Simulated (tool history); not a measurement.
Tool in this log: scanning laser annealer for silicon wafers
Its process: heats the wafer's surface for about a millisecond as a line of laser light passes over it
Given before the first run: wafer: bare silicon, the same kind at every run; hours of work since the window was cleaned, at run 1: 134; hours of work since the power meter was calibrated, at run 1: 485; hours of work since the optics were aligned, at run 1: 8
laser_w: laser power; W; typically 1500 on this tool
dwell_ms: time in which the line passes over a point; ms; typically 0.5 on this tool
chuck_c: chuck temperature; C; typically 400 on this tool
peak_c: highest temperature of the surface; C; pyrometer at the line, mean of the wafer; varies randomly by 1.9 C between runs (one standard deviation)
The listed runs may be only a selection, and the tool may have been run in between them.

run   hour  laser_w  dwell_ms  chuck_c  hours of work since the window was cleaned  hours of work since the power meter was calibrated  hours of work since the optics were aligned  peak_c
  1      0     1500       0.5      400                                         134                                                 485                                            8    1138
  2   18.1     1500       0.5      400                                         147                                                 498                                           21    1139
  3   34.1     1500       0.5      400                                         159                                                 510                                           33    1134
  4   46.4     1500       0.5      400                                         168                                                 519                                           42    1139
  5     61     1500       0.5      400                                         179                                                 530                                           53    1136
  6   70.4     1565       0.5      400                                         186                                                 537                                           60    1172
  7   79.7     1565       0.5      400                                         193                                                 544                                           67    1172
  8   89.4     1565     0.474      400                                         200                                                 551                                           74    1153
  9     99     1565     0.474      400                                         207                                                 558                                           81    1154
 10  115.1     1500     0.463      400                                         219                                                 570                                           93    1114
 11  124.6     1293       0.5      400                                         226                                                 577                                          100    1025

Run 12 is up next; what results do you expect?
 12  142.1     1454       0.5      421                                         239                                                 590                                          113       ?

Run 12 came out at peak_c 1132 C.
With no hidden state in the tool, this same run would have given peak_c 1132 C.
